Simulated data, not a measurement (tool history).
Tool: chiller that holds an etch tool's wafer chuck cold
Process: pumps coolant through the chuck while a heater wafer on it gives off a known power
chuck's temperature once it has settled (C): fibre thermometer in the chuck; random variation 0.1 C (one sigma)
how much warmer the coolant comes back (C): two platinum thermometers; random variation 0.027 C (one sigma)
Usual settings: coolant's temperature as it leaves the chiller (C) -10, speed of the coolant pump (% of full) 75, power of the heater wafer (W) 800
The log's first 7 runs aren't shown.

run,day,coolant's temperature as it leaves the chiller (C),speed of the coolant pump (% of full),power of the heater wafer (W),hours since the coolant was changed and the channels were flushed,hours since the pump was overhauled,hours since the chiller's thermometer was calibrated,chuck's temperature once it has settled (C),how much warmer the coolant comes back (C)
8,8.796,-10,75,813,1016,1536,3062,-0.3,1.96
9,9.900,-10,75,813,1043,1562,3088,-0.3,1.99
10,11.146,-10,75,813,1073,1592,3118,-0.3,2.00
11,12.900,-10,75,813,1115,1634,3160,-0.1,2.05
12,14.092,-10,75,813,1144,1663,3189,-0.2,2.01
13,15.158,-10,75,813,1169,1688,3215,-0.2,1.98
14,16.246,-10,75,800,1195,1714,3241,-0.3,2.00
15,17.038,-10,75,800,1214,1733,3260,-0.3,1.98
16,18.388,-10,75,800,1247,1766,3292,-0.2,2.00
17,19.321,-10,75,800,1269,1788,3315,-0.5,2.00
18,20.738,-6,73,465,1303,1822,3348,-0.2,1.16
19,21.471,-6,73,465,1321,1840,3366,0.0,1.21
20,22.850,-17,73,535,1354,1873,3399,-10.3,1.36
21,23.679,-6,72,747,1374,1893,3419,3.3,1.96
22,24.867,-6,72,747,1402,1921,3448,3.6,1.92
23,26.154,-6,88,747,1433,1952,3478,2.2,1.58
24,27.725,-18,75,912,1471,1990,3516,-6.9,2.24
25,29.133,-16,79,912,1505,2024,3550,-5.1,2.15
26,30.692,-14,75,800,1542,2061,3587,-4.0,1.98
27,31.562,-14,75,800,1563,2082,3608,-4.1,1.95
28,33.042,-14,75,800,1598,2118,3644,-4.1,1.91
29,33.992,-13,68,884,1621,2140,3667,-1.1,2.47
30,35.588,-13,68,884,1659,2179,3705,-1.2,2.38
31,37.212,-9,75,1003,1698,2218,3744,3.4,2.49
32,38.738,-9,75,1003,1735,2254,3781,3.6,2.46

Forecast each of these 4 alternatives for the next run:
A,40.500,-9,80,1003,1777,2297,3823,?,?
B,40.500,0,64,800,1777,2297,3823,?,?
C,40.500,-9,75,691,1777,2297,3823,?,?
D,40.500,-10,75,1003,1777,2297,3823,?,?

run,chuck's temperature once it has settled (C),how much warmer the coolant comes back (C)
A,3.0,2.37
B,11.2,2.34
C,-0.2,1.68
D,2.6,2.46
Without the tool's hidden state the same runs would have given:
run,chuck's temperature once it has settled (C),how much warmer the coolant comes back (C)
A,1.4,2.28
B,9.7,2.25
C,-1.4,1.62
D,1.0,2.37

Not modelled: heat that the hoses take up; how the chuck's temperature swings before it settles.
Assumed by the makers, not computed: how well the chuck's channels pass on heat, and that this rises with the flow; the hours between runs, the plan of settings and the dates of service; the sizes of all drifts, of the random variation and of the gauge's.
